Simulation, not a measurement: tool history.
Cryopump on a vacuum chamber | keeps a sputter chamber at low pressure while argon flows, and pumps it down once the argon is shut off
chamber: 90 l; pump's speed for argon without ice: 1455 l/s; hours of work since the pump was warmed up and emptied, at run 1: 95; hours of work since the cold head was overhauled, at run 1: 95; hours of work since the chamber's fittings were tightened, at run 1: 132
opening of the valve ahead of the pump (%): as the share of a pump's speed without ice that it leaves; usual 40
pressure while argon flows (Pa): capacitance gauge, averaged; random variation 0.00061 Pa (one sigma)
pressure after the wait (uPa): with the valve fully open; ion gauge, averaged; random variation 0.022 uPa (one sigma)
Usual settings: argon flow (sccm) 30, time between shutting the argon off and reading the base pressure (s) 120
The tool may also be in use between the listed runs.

| run | day | argon flow (sccm) | time between shutting the argon off and reading the base pressure (s) | opening of the valve ahead of the pump (%) | hours of work since the pump was warmed up and emptied | hours of work since the cold head was overhauled | hours of work since the chamber's fittings were tightened | pressure while argon flows (Pa) | pressure after the wait (uPa) |
|---|---|---|---|---|---|---|---|---|---|
| 1 | 0.000 | 30 | 120 | 40 | 95 | 95 | 132 | 0.0893 | 0.82 |
| 2 | 0.654 | 30 | 120 | 18 | 102 | 102 | 138 | 0.1948 | 0.87 |
| 3 | 2.188 | 30 | 120 | 40 | 117 | 117 | 154 | 0.0889 | 0.88 |
| 4 | 3.650 | 34 | 120 | 40 | 132 | 132 | 168 | 0.0995 | 0.91 |
| 5 | 5.167 | 34 | 120 | 40 | 147 | 147 | 184 | 0.0995 | 0.94 |
| 6 | 6.496 | 16 | 120 | 40 | 160 | 160 | 197 | 0.0478 | 0.99 |
| 7 | 7.983 | 30 | 120 | 40 | 175 | 175 | 212 | 0.0881 | 1.00 |
| 8 | 9.321 | 30 | 120 | 57 | 189 | 189 | 225 | 0.0627 | 1.02 |
| 9 | 10.362 | 14 | 120 | 57 | 199 | 199 | 236 | 0.0295 | 1.06 |
| 10 | 11.092 | 37 | 28 | 21 | 207 | 207 | 243 | 0.2078 | 2.55 |
| 11 | 11.767 | 37 | 28 | 21 | 213 | 213 | 250 | 0.2079 | 2.51 |
| 12 | 12.742 | 28 | 85 | 40 | 223 | 223 | 259 | 0.0841 | 1.30 |
| 13 | 13.767 | 28 | 85 | 40 | 233 | 233 | 270 | 0.0828 | 1.31 |
| 14 | 15.308 | 28 | 85 | 40 | 249 | 249 | 285 | 0.0839 | 1.29 |
| 15 | 16.783 | 36 | 168 | 28 | 264 | 264 | 300 | 0.1523 | 1.00 |
| 16 | 17.525 | 36 | 168 | 28 | 271 | 271 | 308 | 0.1530 | 1.01 |

Forecast each of these 4 alternatives for the next run:
| A | 18.167 | 30 | 120 | 53 | 277 | 277 | 314 | ? | ? |
| B | 18.167 | 48 | 68 | 15 | 277 | 277 | 314 | ? | ? |
| C | 18.167 | 36 | 186 | 53 | 277 | 277 | 314 | ? | ? |
| D | 18.167 | 33 | 200 | 36 | 277 | 277 | 314 | ? | ? |

| run | pressure while argon flows (Pa) | pressure after the wait (uPa) |
|---|---|---|
| A | 0.0690 | 1.21 |
| B | 0.3770 | 1.48 |
| C | 0.0824 | 1.04 |
| D | 0.1099 | 0.99 |
Without the tool's hidden state the same runs would have given:
| run | pressure while argon flows (Pa) | pressure after the wait (uPa) |
|---|---|---|
| A | 0.0663 | 0.69 |
| B | 0.3727 | 0.97 |
| C | 0.0792 | 0.52 |
| D | 0.1070 | 0.47 |
